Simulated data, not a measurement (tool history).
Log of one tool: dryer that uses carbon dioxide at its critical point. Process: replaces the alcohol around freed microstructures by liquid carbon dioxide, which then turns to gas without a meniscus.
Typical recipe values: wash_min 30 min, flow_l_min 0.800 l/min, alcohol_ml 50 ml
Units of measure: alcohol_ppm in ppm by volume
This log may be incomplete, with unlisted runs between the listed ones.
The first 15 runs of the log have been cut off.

run,day,wash_min,flow_l_min,alcohol_ml,hours of work since the filter was changed,hours of work since the purifier's bed was changed,alcohol_ppm
16,14.142,30,1.061,50,170,280,80
17,14.862,30,1.061,50,182,293,77
18,15.904,25,0.800,50,200,311,464
19,16.688,25,0.800,50,214,325,487
20,17.629,25,0.800,50,231,341,477
21,18.504,30,0.782,50,246,356,289
22,19.279,30,0.782,50,260,370,303
23,20.112,26,1.313,74,274,384,98
# day 21.454: inlet filter changed
24,21.583,20,0.571,71,2,409,2260
25,22.829,34,0.609,50,24,431,327
26,24.138,30,0.792,100,47,454,383
27,25.117,21,0.578,22,64,471,694
28,26.438,21,0.578,22,87,494,700
29,27.829,21,0.578,22,112,519,706
30,29.125,21,0.979,22,134,541,187
31,30.396,21,0.979,89,156,564,700
32,31.588,21,0.979,89,177,584,699
33,32.983,30,1.246,36,202,609,56
34,33.942,30,1.246,36,219,626,57
35,34.642,30,0.546,50,231,638,938
36,35.896,40,1.137,32,253,660,40

3 ways to go on from here, each from the tool as it stands after run 36. What would each give?
A,37.021,19,0.679,22,272,680,?
B,37.021,30,1.073,50,272,680,?
C,37.021,40,1.137,41,272,680,?

run,alcohol_ppm
A,741
B,111
C,54
Stripped of hidden state, with their random variation kept, the same runs would have yielded:
run,alcohol_ppm
A,533
B,35
C,10
